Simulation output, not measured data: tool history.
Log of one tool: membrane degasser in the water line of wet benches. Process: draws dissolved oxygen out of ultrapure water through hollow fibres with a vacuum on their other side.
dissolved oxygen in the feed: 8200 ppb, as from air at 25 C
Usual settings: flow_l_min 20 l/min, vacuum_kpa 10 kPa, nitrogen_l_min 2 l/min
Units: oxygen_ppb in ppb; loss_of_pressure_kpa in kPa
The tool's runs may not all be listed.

run,hour,flow_l_min,vacuum_kpa,nitrogen_l_min,oxygen_ppb,loss_of_pressure_kpa
1,0,20,10,2,187.5,53.04
2,140,20,10,2,188.7,53.3
3,239.7,20,10,2,191.4,53.47
4,455.3,20,10,2,188,52.96
5,571.5,20,22.9,2,469.1,52.91
6,777.7,20,10,2,189.3,53.57
7,924.5,20,10,2,189.5,53.38
8,1082.8,23,10,2,231.8,61.03
# hour 1164.2: vacuum gauge calibrated
9,1251.2,13,6.7,2,59,34.5
10,1473.7,16,8,4.39,52.8,42.25
11,1614.1,20,10,3.99,114.5,52.71
12,1766.5,20,6.8,3.99,76.2,52.92
13,1886.5,30,12.5,1.09,646.5,80.02
14,2031,20,24.2,2,502,53.14
15,2260,21,9,2.64,148.9,55.88

5 ways to go on from here, each from the tool as it stands after run 15. What would each give?
A,2433.2,21,13.4,1.38,?,?
B,2433.2,26,9,5.48,?,?
C,2433.2,23,7.6,1.19,?,?
D,2433.2,20,10,3.13,?,?
E,2433.2,25,6,2,?,?

run,oxygen_ppb,loss_of_pressure_kpa
A,373.9,55.93
B,155.2,69.15
C,238.2,61.18
D,132.5,53.01
E,157,66.27
Without the tool's hidden state the same runs would have given:
run,oxygen_ppb,loss_of_pressure_kpa
A,373.6,55.87
B,154.7,69.06
C,237.8,61.11
D,132.3,52.94
E,156.6,66.19
